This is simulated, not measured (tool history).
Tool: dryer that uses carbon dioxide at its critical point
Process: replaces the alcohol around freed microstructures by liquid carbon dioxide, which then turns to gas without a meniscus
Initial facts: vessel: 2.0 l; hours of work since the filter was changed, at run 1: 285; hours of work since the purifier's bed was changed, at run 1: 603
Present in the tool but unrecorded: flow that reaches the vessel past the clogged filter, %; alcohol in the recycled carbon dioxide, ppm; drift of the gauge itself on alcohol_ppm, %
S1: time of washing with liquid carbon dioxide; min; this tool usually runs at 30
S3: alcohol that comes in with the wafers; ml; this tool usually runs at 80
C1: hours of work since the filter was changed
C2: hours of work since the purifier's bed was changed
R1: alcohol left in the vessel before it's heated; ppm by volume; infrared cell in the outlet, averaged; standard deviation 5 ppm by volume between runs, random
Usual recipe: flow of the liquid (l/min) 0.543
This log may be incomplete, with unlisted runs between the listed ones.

run 1 hour=0 | S1=30 flow_of_the_liquid_(l/min)=0.543 S3=80 | C1=285 C2=603 | R1=171
run 2 hour=10.9 | S1=30 flow_of_the_liquid_(l/min)=0.543 S3=80 | C1=293 C2=610 | R1=171
run 3 hour=28.1 | S1=30 flow_of_the_liquid_(l/min)=0.543 S3=80 | C1=304 C2=621 | R1=173
run 4 hour=43.7 | S1=30 flow_of_the_liquid_(l/min)=0.543 S3=32 | C1=314 C2=631 | R1=86
run 5 hour=69 | S1=30 flow_of_the_liquid_(l/min)=0.543 S3=32 | C1=330 C2=648 | R1=96
run 6 hour=89.4 | S1=32 flow_of_the_liquid_(l/min)=0.543 S3=80 | C1=343 C2=661 | R1=134
run 7 hour=100.7 | S1=30 flow_of_the_liquid_(l/min)=0.543 S3=80 | C1=351 C2=668 | R1=182
run 8 hour=123.5 | S1=30 flow_of_the_liquid_(l/min)=0.607 S3=80 | C1=366 C2=683 | R1=113
run 9 hour=140.5 | S1=30 flow_of_the_liquid_(l/min)=0.607 S3=80 | C1=377 C2=694 | R1=105
run 10 hour=154.4 | S1=30 flow_of_the_liquid_(l/min)=0.607 S3=80 | C1=386 C2=703 | R1=113
run 11 hour=172.7 | S1=30 flow_of_the_liquid_(l/min)=0.543 S3=42 | C1=398 C2=715 | R1=116
run 12 hour=188.1 | S1=30 flow_of_the_liquid_(l/min)=0.395 S3=80 | C1=407 C2=725 | R1=710
run 13 hour=199.2 | S1=30 flow_of_the_liquid_(l/min)=0.395 S3=80 | C1=415 C2=732 | R1=702
run 14 hour=210.2 | S1=30 flow_of_the_liquid_(l/min)=0.395 S3=80 | C1=422 C2=739 | R1=729
run 15 hour=232.9 | S1=30 flow_of_the_liquid_(l/min)=0.395 S3=80 | C1=437 C2=754 | R1=713
run 16 hour=258 | S1=30 flow_of_the_liquid_(l/min)=0.395 S3=80 | C1=453 C2=770 | R1=735
run 17 hour=273.4 | S1=30 flow_of_the_liquid_(l/min)=0.395 S3=80 | C1=463 C2=780 | R1=733
run 18 hour=286.9 | S1=30 flow_of_the_liquid_(l/min)=0.395 S3=80 | C1=472 C2=789 | R1=740
run 19 hour=299.4 | S1=30 flow_of_the_liquid_(l/min)=0.373 S3=80 | C1=480 C2=797 | R1=930
-- hour=308.5 inlet filter changed
run 20 hour=311.2 | S1=30 flow_of_the_liquid_(l/min)=0.373 S3=44 | C1=2 C2=804 | R1=401
run 21 hour=326.2 | S1=18 flow_of_the_liquid_(l/min)=0.373 S3=44 | C1=11 C2=814 | R1=1955
run 22 hour=337.3 | S1=18 flow_of_the_liquid_(l/min)=0.373 S3=44 | C1=19 C2=821 | R1=1942
run 23 hour=353.7 | S1=18 flow_of_the_liquid_(l/min)=0.665 S3=44 | C1=29 C2=832 | R1=326
run 24 hour=373 | S1=30 flow_of_the_liquid_(l/min)=0.543 S3=65 | C1=42 C2=844 | R1=133
run 25 hour=395.2 | S1=29 flow_of_the_liquid_(l/min)=0.849 S3=40 | C1=56 C2=859 | R1=41
run 26 hour=418.3 | S1=29 flow_of_the_liquid_(l/min)=0.849 S3=40 | C1=71 C2=874 | R1=29
run 27 hour=443.1 | S1=29 flow_of_the_liquid_(l/min)=0.825 S3=88 | C1=87 C2=890 | R1=42
run 28 hour=465.6 | S1=33 flow_of_the_liquid_(l/min)=0.455 S3=94 | C1=102 C2=904 | R1=260
run 29 hour=486.7 | S1=33 flow_of_the_liquid_(l/min)=0.455 S3=94 | C1=116 C2=918 | R1=253
run 30 hour=501.5 | S1=33 flow_of_the_liquid_(l/min)=0.455 S3=94 | C1=125 C2=928 | R1=254
run 31 hour=513.1 | S1=33 flow_of_the_liquid_(l/min)=0.455 S3=94 | C1=133 C2=935 | R1=251
run 32 hour=534.9 | S1=34 flow_of_the_liquid_(l/min)=0.455 S3=56 | C1=147 C2=949 | R1=154
run 33 hour=547 | S1=34 flow_of_the_liquid_(l/min)=0.455 S3=56 | C1=155 C2=957 | R1=153
run 34 hour=569.9 | S1=30 flow_of_the_liquid_(l/min)=0.673 S3=20 | C1=169 C2=972 | R1=52

Run 35 comes next. What will it give?
run 35 hour=592.3 | S1=30 flow_of_the_liquid_(l/min)=0.673 S3=20 | C1=184 C2=987 | R1=?

Run 35 produced R1 47 ppm by volume.
Had the tool carried no hidden state, the very same run would have given R1 10 ppm by volume.
